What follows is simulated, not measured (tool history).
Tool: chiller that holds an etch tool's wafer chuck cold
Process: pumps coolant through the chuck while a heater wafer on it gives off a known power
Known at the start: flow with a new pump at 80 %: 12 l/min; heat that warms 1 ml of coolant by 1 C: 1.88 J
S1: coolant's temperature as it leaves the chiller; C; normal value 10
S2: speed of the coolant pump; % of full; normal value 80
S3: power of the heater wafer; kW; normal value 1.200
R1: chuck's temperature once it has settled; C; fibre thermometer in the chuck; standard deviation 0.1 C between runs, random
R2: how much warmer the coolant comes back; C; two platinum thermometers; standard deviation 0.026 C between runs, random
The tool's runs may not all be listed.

{"run": 1, "hour": 0.0, "S1": 10, "S2": 80, "S3": 1.2, "R1": 17.6, "R2": 3.2}
{"run": 2, "hour": 31.0, "S1": 10, "S2": 80, "S3": 1.2, "R1": 17.4, "R2": 3.21}
{"run": 3, "hour": 52.1, "S1": 10, "S2": 80, "S3": 0.602, "R1": 13.8, "R2": 1.56}
{"run": 4, "hour": 79.5, "S1": 10, "S2": 80, "S3": 1.415, "R1": 18.8, "R2": 3.74}
{"run": 5, "hour": 93.4, "S1": 10, "S2": 80, "S3": 1.415, "R1": 18.8, "R2": 3.73}
{"hour": 107.9, "done": "chiller's thermometer calibrated"}
{"run": 6, "hour": 116.7, "S1": 10, "S2": 64, "S3": 1.2, "R1": 18.7, "R2": 4.0}
{"run": 7, "hour": 144.8, "S1": 10, "S2": 80, "S3": 0.686, "R1": 14.2, "R2": 1.77}
{"run": 8, "hour": 159.5, "S1": 10, "S2": 80, "S3": 0.686, "R1": 14.4, "R2": 1.82}
{"run": 9, "hour": 189.2, "S1": 10, "S2": 80, "S3": 1.2, "R1": 17.5, "R2": 3.15}
{"run": 10, "hour": 212.5, "S1": 10, "S2": 80, "S3": 1.2, "R1": 17.5, "R2": 3.11}
{"run": 11, "hour": 226.5, "S1": 10, "S2": 80, "S3": 1.2, "R1": 17.6, "R2": 3.15}
{"run": 12, "hour": 252.5, "S1": 10, "S2": 80, "S3": 1.2, "R1": 17.4, "R2": 3.13}
{"run": 13, "hour": 273.9, "S1": 10, "S2": 80, "S3": 1.2, "R1": 17.5, "R2": 3.11}
{"run": 14, "hour": 296.1, "S1": 10, "S2": 80, "S3": 1.2, "R1": 17.6, "R2": 3.08}
{"run": 15, "hour": 313.9, "S1": 10, "S2": 88, "S3": 1.2, "R1": 17.0, "R2": 2.77}
{"run": 16, "hour": 334.4, "S1": 10, "S2": 80, "S3": 1.2, "R1": 17.6, "R2": 3.13}
{"run": 17, "hour": 351.5, "S1": 10, "S2": 80, "S3": 1.2, "R1": 17.5, "R2": 3.08}
{"run": 18, "hour": 373.0, "S1": 10, "S2": 80, "S3": 1.2, "R1": 17.4, "R2": 3.06}
{"run": 19, "hour": 395.9, "S1": 17, "S2": 80, "S3": 1.222, "R1": 24.7, "R2": 3.11}
{"run": 20, "hour": 415.9, "S1": 10, "S2": 61, "S3": 1.42, "R1": 20.4, "R2": 4.91}
{"run": 21, "hour": 437.9, "S1": 10, "S2": 61, "S3": 1.42, "R1": 20.6, "R2": 4.86}
{"run": 22, "hour": 464.1, "S1": 10, "S2": 61, "S3": 1.42, "R1": 20.6, "R2": 4.88}
{"run": 23, "hour": 487.8, "S1": 10, "S2": 61, "S3": 1.42, "R1": 20.7, "R2": 4.91}
{"run": 24, "hour": 504.8, "S1": 10, "S2": 61, "S3": 1.42, "R1": 20.6, "R2": 4.89}
{"run": 25, "hour": 522.8, "S1": 17, "S2": 80, "S3": 1.377, "R1": 25.7, "R2": 3.44}
{"run": 26, "hour": 541.2, "S1": 10, "S2": 68, "S3": 1.2, "R1": 18.3, "R2": 3.6}
{"run": 27, "hour": 560.9, "S1": 10, "S2": 73, "S3": 1.684, "R1": 21.3, "R2": 4.73}
{"run": 28, "hour": 584.2, "S1": 17, "S2": 80, "S3": 1.545, "R1": 26.7, "R2": 3.89}
{"run": 29, "hour": 615.9, "S1": 17, "S2": 80, "S3": 1.545, "R1": 26.8, "R2": 3.9}
{"run": 30, "hour": 644.9, "S1": 0, "S2": 86, "S3": 1.474, "R1": 8.9, "R2": 3.4}
{"hour": 661.1, "done": "gauge calibrated"}
{"run": 31, "hour": 668.0, "S1": 0, "S2": 86, "S3": 1.474, "R1": 8.9, "R2": 3.6}
{"run": 32, "hour": 688.2, "S1": 10, "S2": 87, "S3": 0.91, "R1": 15.4, "R2": 2.21}

What if the next run were any one of these 3? Each begins from the tool's condition after run 32:
{"run": "A", "hour": 715.8, "S1": 14, "S2": 70, "S3": 1.45, "R1": "?", "R2": "?"}
{"run": "B", "hour": 715.8, "S1": 10, "S2": 80, "S3": 0.91, "R1": "?", "R2": "?"}
{"run": "C", "hour": 715.8, "S1": 16, "S2": 87, "S3": 0.91, "R1": "?", "R2": "?"}

run=A R1=23.8 R2=4.36
run=B R1=15.7 R2=2.41
run=C R1=21.3 R2=2.21
Take away the tool's hidden state, keep each run's random variation, and the runs would have read:
run=A R1=23.8 R2=4.38
run=B R1=15.7 R2=2.43
run=C R1=21.3 R2=2.23

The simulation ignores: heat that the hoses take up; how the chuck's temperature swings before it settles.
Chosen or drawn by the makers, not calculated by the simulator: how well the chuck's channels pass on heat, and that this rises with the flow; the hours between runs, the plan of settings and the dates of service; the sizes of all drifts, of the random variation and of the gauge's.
